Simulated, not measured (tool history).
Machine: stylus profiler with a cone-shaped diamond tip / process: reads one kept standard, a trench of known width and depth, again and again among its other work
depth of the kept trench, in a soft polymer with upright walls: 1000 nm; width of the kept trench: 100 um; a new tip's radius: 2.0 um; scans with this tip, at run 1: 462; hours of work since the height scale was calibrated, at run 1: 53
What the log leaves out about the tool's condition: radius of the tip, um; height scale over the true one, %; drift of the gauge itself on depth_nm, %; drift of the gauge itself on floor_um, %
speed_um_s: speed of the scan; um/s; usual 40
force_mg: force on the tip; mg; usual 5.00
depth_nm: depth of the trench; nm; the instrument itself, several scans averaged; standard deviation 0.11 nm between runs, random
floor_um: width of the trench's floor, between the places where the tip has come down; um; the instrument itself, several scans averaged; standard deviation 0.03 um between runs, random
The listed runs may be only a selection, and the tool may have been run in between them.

| run | hour | speed_um_s | force_mg | scans with this tip | hours of work since the height scale was calibrated | depth_nm | floor_um |
|---|---|---|---|---|---|---|---|
| 1 | 0.0 | 40 | 5.00 | 462 | 53 | 1011.76 | 96.38 |
| 2 | 44.2 | 40 | 5.00 | 690 | 79 | 1011.86 | 96.30 |
| 3 | 92.0 | 40 | 5.00 | 935 | 108 | 1012.05 | 96.28 |
| 4 | 121.6 | 40 | 5.00 | 1088 | 125 | 1011.56 | 96.24 |
| 5 | 160.9 | 40 | 5.00 | 1290 | 148 | 1011.95 | 96.30 |
| 6 | 217.4 | 40 | 5.00 | 1581 | 182 | 1011.94 | 96.32 |
| 7 | 251.4 | 40 | 5.00 | 1755 | 202 | 1012.11 | 96.34 |
| 8 | 280.4 | 40 | 5.00 | 1904 | 219 | 1012.30 | 96.24 |
| 9 | 326.4 | 40 | 5.00 | 2141 | 246 | 1012.23 | 96.25 |
| 10 | 363.5 | 40 | 5.00 | 2332 | 268 | 1012.14 | 96.21 |
| 11 | 405.2 | 40 | 13.69 | 2546 | 293 | 1023.84 | 96.28 |
| 12 | 450.0 | 40 | 3.82 | 2777 | 319 | 1010.37 | 96.12 |
| 13 | 491.4 | 40 | 9.50 | 2990 | 344 | 1018.81 | 96.30 |
| 14 | 538.7 | 40 | 11.89 | 3233 | 372 | 1022.02 | 96.22 |
| 15 | 594.5 | 40 | 5.00 | 3520 | 405 | 1012.68 | 96.13 |
| 16 | 646.8 | 40 | 3.60 | 3789 | 436 | 1010.34 | 96.10 |
| 17 | 699.7 | 40 | 5.00 | 4061 | 467 | 1012.57 | 96.13 |
| 18 | 755.0 | 40 | 5.00 | 4345 | 500 | 1012.76 | 96.05 |
| 19 | 791.4 | 40 | 5.00 | 4533 | 521 | 1012.62 | 96.06 |
| 20 | 849.7 | 40 | 5.00 | 4833 | 556 | 1012.78 | 95.99 |
| 21 | 900.7 | 40 | 11.20 | 5095 | 586 | 1021.34 | 96.06 |
| 22 | 943.1 | 13 | 11.20 | 5313 | 611 | 1021.45 | 96.13 |
| 23 | 988.6 | 13 | 11.20 | 5547 | 638 | 1021.61 | 96.11 |
| 24 | 1043.1 | 13 | 11.20 | 5827 | 670 | 1021.65 | 96.12 |
| 25 | 1083.8 | 40 | 2.05 | 6036 | 694 | 1007.72 | 95.90 |
| 26 | 1146.4 | 40 | 2.05 | 6358 | 731 | 1007.73 | 95.84 |
| 27 | 1193.3 | 46 | 7.83 | 6600 | 759 | 1017.55 | 95.91 |
| 28 | 1255.8 | 120 | 8.03 | 6921 | 796 | 1017.78 | 95.64 |
| 29 | 1305.4 | 14 | 5.00 | 7176 | 825 | 1013.35 | 95.95 |
|  | 1309.1 | height scale calibrated on a step standard |
| 30 | 1361.2 | 21 | 5.41 | 7461 | 31 | 1014.33 | 95.97 |
| 31 | 1395.2 | 10 | 3.87 | 7636 | 51 | 1011.92 | 95.99 |
| 32 | 1445.8 | 10 | 3.87 | 7896 | 81 | 1011.99 | 95.97 |
| 33 | 1481.1 | 53 | 3.45 | 8078 | 102 | 1011.34 | 95.76 |
| 34 | 1511.5 | 53 | 3.45 | 8234 | 120 | 1011.51 | 95.73 |
| 35 | 1562.6 | 53 | 3.45 | 8497 | 150 | 1011.34 | 95.76 |
| 36 | 1612.3 | 53 | 3.45 | 8752 | 179 | 1011.44 | 95.64 |
|  | 1629.4 | height scale calibrated on a step standard, once more |
| 37 | 1643.9 | 53 | 3.45 | 8912 | 9 | 1009.21 | 95.66 |
| 38 | 1676.7 | 86 | 5.00 | 9081 | 28 | 1011.50 | 95.57 |
| 39 | 1739.0 | 85 | 4.24 | 9401 | 65 | 1010.71 | 95.49 |
| 40 | 1769.3 | 58 | 2.14 | 9557 | 83 | 1006.44 | 95.51 |
| 41 | 1799.3 | 57 | 2.05 | 9711 | 100 | 1006.47 | 95.46 |
| 42 | 1849.2 | 57 | 2.05 | 9968 | 130 | 1006.64 | 95.51 |
| 43 | 1909.7 | 40 | 3.83 | 10279 | 166 | 1010.21 | 95.65 |
| 44 | 1951.0 | 40 | 6.02 | 10492 | 190 | 1013.58 | 95.70 |
| 45 | 1990.5 | 117 | 1.90 | 10695 | 213 | 1006.27 | 95.06 |
| 46 | 2035.0 | 117 | 4.23 | 10924 | 240 | 1010.84 | 95.21 |

Measured minus without-hidden-state, run by run (identical run-to-run variation in each term; gauge scatter may differ):
| run | depth_nm | floor_um |
|---|---|---|
| 1 | -0.23 | +0.00 |
| 2 | -0.17 | -0.02 |
| 3 | -0.11 | -0.04 |
| 4 | -0.08 | -0.05 |
| 5 | -0.02 | -0.07 |
| 6 | +0.05 | -0.08 |
| 7 | +0.10 | -0.10 |
| 8 | +0.13 | -0.11 |
| 9 | +0.19 | -0.13 |
| 10 | +0.23 | -0.14 |
| 11 | +0.30 | -0.16 |
| 12 | +0.35 | -0.18 |
| 13 | +0.41 | -0.20 |
| 14 | +0.47 | -0.21 |
| 15 | +0.54 | -0.23 |
| 16 | +0.60 | -0.25 |
| 17 | +0.67 | -0.26 |
| 18 | +0.74 | -0.29 |
| 19 | +0.79 | -0.29 |
| 20 | +0.85 | -0.32 |
| 21 | +0.93 | -0.34 |
| 22 | +0.99 | -0.35 |
| 23 | +1.04 | -0.37 |
| 24 | +1.10 | -0.39 |
| 25 | +1.14 | -0.40 |
| 26 | +1.22 | -0.42 |
| 27 | +1.29 | -0.44 |
| 28 | +1.37 | -0.47 |
| 29 | +1.43 | -0.48 |
| 30 | +1.84 | -0.50 |
| 31 | +1.88 | -0.51 |
| 32 | +1.94 | -0.53 |
| 33 | +1.98 | -0.54 |
| 34 | +2.01 | -0.55 |
| 35 | +2.09 | -0.57 |
| 36 | +2.15 | -0.59 |
| 37 | -0.39 | -0.59 |
| 38 | -0.35 | -0.60 |
| 39 | -0.28 | -0.62 |
| 40 | -0.24 | -0.64 |
| 41 | -0.20 | -0.65 |
| 42 | -0.14 | -0.66 |
| 43 | -0.06 | -0.68 |
| 44 | -0.02 | -0.69 |
| 45 | +0.03 | -0.71 |
| 46 | +0.08 | -0.72 |

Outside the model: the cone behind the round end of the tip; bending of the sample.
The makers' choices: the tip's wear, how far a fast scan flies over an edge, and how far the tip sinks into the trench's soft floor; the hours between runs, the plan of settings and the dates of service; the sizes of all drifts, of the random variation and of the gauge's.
